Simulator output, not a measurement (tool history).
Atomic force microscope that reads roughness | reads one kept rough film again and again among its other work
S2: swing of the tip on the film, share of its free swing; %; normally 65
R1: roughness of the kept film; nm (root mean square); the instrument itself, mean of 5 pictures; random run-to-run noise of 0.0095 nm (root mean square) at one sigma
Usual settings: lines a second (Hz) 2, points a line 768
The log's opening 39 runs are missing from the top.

{"day": 12.042, "done": "new tip fitted"}
{"run": 40, "day": 12.246, "lines a second (Hz)": 2, "S2": 81, "points a line": 852, "R1": 1.89}
{"run": 41, "day": 12.671, "lines a second (Hz)": 2, "S2": 81, "points a line": 852, "R1": 1.834}
{"run": 42, "day": 13.104, "lines a second (Hz)": 1.86, "S2": 72, "points a line": 768, "R1": 1.966}
{"run": 43, "day": 13.329, "lines a second (Hz)": 1.85, "S2": 72, "points a line": 289, "R1": 1.907}
{"run": 44, "day": 13.633, "lines a second (Hz)": 1.85, "S2": 83, "points a line": 289, "R1": 1.733}
{"run": 45, "day": 14.025, "lines a second (Hz)": 1.85, "S2": 83, "points a line": 289, "R1": 1.694}
{"run": 46, "day": 14.475, "lines a second (Hz)": 2, "S2": 58, "points a line": 768, "R1": 1.967}
{"run": 47, "day": 14.667, "lines a second (Hz)": 2.13, "S2": 76, "points a line": 771, "R1": 1.727}
{"day": 14.708, "done": "new tip fitted"}
{"run": 48, "day": 15.033, "lines a second (Hz)": 2.05, "S2": 64, "points a line": 768, "R1": 2.131}
{"run": 49, "day": 15.258, "lines a second (Hz)": 3.1, "S2": 86, "points a line": 454, "R1": 1.551}
{"run": 50, "day": 15.688, "lines a second (Hz)": 3.1, "S2": 86, "points a line": 454, "R1": 1.526}
{"run": 51, "day": 15.946, "lines a second (Hz)": 3.1, "S2": 86, "points a line": 454, "R1": 1.503}
{"run": 52, "day": 16.304, "lines a second (Hz)": 2, "S2": 83, "points a line": 768, "R1": 1.721}

Here are 5 independent what-if runs from the current tool condition. What would each one return?
{"run": "A", "day": 16.642, "lines a second (Hz)": 2, "S2": 65, "points a line": 716, "R1": "?"}
{"run": "B", "day": 16.642, "lines a second (Hz)": 2, "S2": 60, "points a line": 777, "R1": "?"}
{"run": "C", "day": 16.642, "lines a second (Hz)": 2, "S2": 60, "points a line": 445, "R1": "?"}
{"run": "D", "day": 16.642, "lines a second (Hz)": 0.68, "S2": 87, "points a line": 324, "R1": "?"}
{"run": "E", "day": 16.642, "lines a second (Hz)": 2, "S2": 80, "points a line": 913, "R1": "?"}

run=A R1=1.952
run=B R1=2.005
run=C R1=1.99
run=D R1=1.905
run=E R1=1.741
With no hidden state in the tool, these same runs would have given:
run=A R1=2.172
run=B R1=2.231
run=C R1=2.214
run=D R1=2.12
run=E R1=1.938
